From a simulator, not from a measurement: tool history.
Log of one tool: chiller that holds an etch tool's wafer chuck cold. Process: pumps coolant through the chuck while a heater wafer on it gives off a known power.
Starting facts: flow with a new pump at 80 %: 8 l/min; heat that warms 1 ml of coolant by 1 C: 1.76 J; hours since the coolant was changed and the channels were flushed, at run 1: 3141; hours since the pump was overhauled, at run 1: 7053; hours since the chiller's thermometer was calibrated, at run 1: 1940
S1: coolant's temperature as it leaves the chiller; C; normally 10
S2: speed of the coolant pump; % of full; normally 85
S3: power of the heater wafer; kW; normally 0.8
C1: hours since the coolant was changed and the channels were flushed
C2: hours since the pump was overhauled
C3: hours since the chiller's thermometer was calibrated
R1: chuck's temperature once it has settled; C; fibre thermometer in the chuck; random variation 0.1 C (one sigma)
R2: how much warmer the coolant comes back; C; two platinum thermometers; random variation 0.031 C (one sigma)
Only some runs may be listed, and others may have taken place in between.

| run | hour | S1 | S2 | S3 | C1 | C2 | C3 | R1 | R2 |
|---|---|---|---|---|---|---|---|---|---|
| 1 | 0 | 10 | 85 | 0.8 | 3141 | 7053 | 1940 | 18.7 | 3.24 |
|  | 165.9 | coolant pump overhauled |
| 2 | 236 | 14 | 85 | 0.8 | 3372 | 70 | 2171 | 22.8 | 3.25 |
| 3 | 450.6 | 10 | 85 | 0.8 | 3586 | 285 | 2386 | 18.8 | 3.16 |
| 4 | 563.1 | 10 | 85 | 0.8 | 3699 | 397 | 2498 | 18.6 | 3.27 |
| 5 | 778.4 | 10 | 85 | 0.8 | 3914 | 613 | 2714 | 18.7 | 3.18 |
| 6 | 934.2 | 10 | 82 | 0.8 | 4070 | 768 | 2869 | 19 | 3.38 |
| 7 | 1152.9 | 10 | 98 | 0.8 | 4288 | 987 | 3088 | 17.8 | 2.83 |
| 8 | 1365.8 | 10 | 85 | 0.495 | 4501 | 1200 | 3301 | 15.4 | 2.03 |
| 9 | 1512.6 | 10 | 85 | 0.495 | 4648 | 1347 | 3448 | 15.4 | 2.04 |
| 10 | 1653.2 | 10 | 85 | 0.495 | 4789 | 1487 | 3588 | 15.3 | 2.09 |
| 11 | 1888.6 | 8 | 85 | 0.8 | 5024 | 1723 | 3824 | 16.8 | 3.34 |
| 12 | 2021.9 | 8 | 85 | 0.8 | 5157 | 1856 | 3957 | 16.5 | 3.33 |
|  | 2139 | chiller's thermometer calibrated |
| 13 | 2161.6 | 10 | 73 | 0.8 | 5296 | 1995 | 23 | 20 | 3.83 |
|  | 2258.7 | coolant changed, channels flushed |
| 14 | 2373.1 | 10 | 73 | 0.8 | 114 | 2200 | 228 | 19.8 | 3.87 |
| 15 | 2581.7 | 10 | 73 | 0.8 | 323 | 2409 | 437 | 19.8 | 3.89 |
| 16 | 2801.5 | 10 | 85 | 0.622 | 543 | 2629 | 657 | 16.8 | 2.69 |
| 17 | 2977.8 | 2 | 74 | 1.051 | 719 | 2805 | 833 | 14.8 | 5.02 |
| 18 | 3181.1 | 4 | 77 | 0.671 | 922 | 3008 | 1036 | 12.1 | 3.19 |
| 19 | 3300.9 | 4 | 85 | 0.483 | 1042 | 3128 | 1156 | 9.4 | 2.07 |
| 20 | 3497.9 | 7 | 69 | 0.573 | 1239 | 3325 | 1353 | 14.4 | 3.06 |
| 21 | 3647.3 | 7 | 85 | 0.589 | 1389 | 3474 | 1502 | 13.4 | 2.55 |
| 22 | 3764.8 | 7 | 63 | 1.168 | 1506 | 3592 | 1620 | 23.2 | 6.61 |
| 23 | 3914.2 | 7 | 63 | 1.168 | 1656 | 3741 | 1769 | 23.5 | 6.62 |
| 24 | 4135 | 10 | 85 | 0.492 | 1876 | 3962 | 1990 | 15.2 | 2.23 |
| 25 | 4348.4 | 6 | 64 | 0.931 | 2090 | 4176 | 2203 | 18.8 | 5.22 |
| 26 | 4571 | 6 | 64 | 0.931 | 2312 | 4398 | 2426 | 18.8 | 5.26 |
| 27 | 4718.5 | 6 | 64 | 0.931 | 2460 | 4546 | 2573 | 18.9 | 5.27 |
| 28 | 4941.5 | 6 | 64 | 0.931 | 2683 | 4769 | 2796 | 18.9 | 5.24 |
|  | 5006.3 | gauge calibrated |
| 29 | 5060.3 | 6 | 64 | 0.411 | 2802 | 4887 | 2915 | 11.6 | 2.22 |
| 30 | 5248 | 4 | 87 | 0.824 | 2989 | 5075 | 3103 | 12.8 | 3.21 |
| 31 | 5427.2 | 6 | 85 | 0.8 | 3168 | 5254 | 3282 | 14.7 | 3.22 |
| 32 | 5621.9 | 6 | 85 | 0.8 | 3363 | 5449 | 3477 | 14.6 | 3.22 |

Predict each of these 4 candidate next runs independently; none follows another, all start after run 32:
| A | 5849.1 | 15 | 85 | 0.777 | 3590 | 5676 | 3704 | ? | ? |
| B | 5849.1 | 5 | 85 | 0.8 | 3590 | 5676 | 3704 | ? | ? |
| C | 5849.1 | 6 | 91 | 1.012 | 3590 | 5676 | 3704 | ? | ? |
| D | 5849.1 | 10 | 65 | 0.8 | 3590 | 5676 | 3704 | ? | ? |

| run | R1 | R2 |
|---|---|---|
| A | 23.5 | 3.18 |
| B | 13.6 | 3.24 |
| C | 16.5 | 3.84 |
| D | 20.8 | 4.28 |
Take away the tool's hidden state, keep each run's random variation, and the runs would have read:
| run | R1 | R2 |
|---|---|---|
| A | 23.4 | 3.12 |
| B | 13.6 | 3.18 |
| C | 16.4 | 3.79 |
| D | 20.8 | 4.22 |
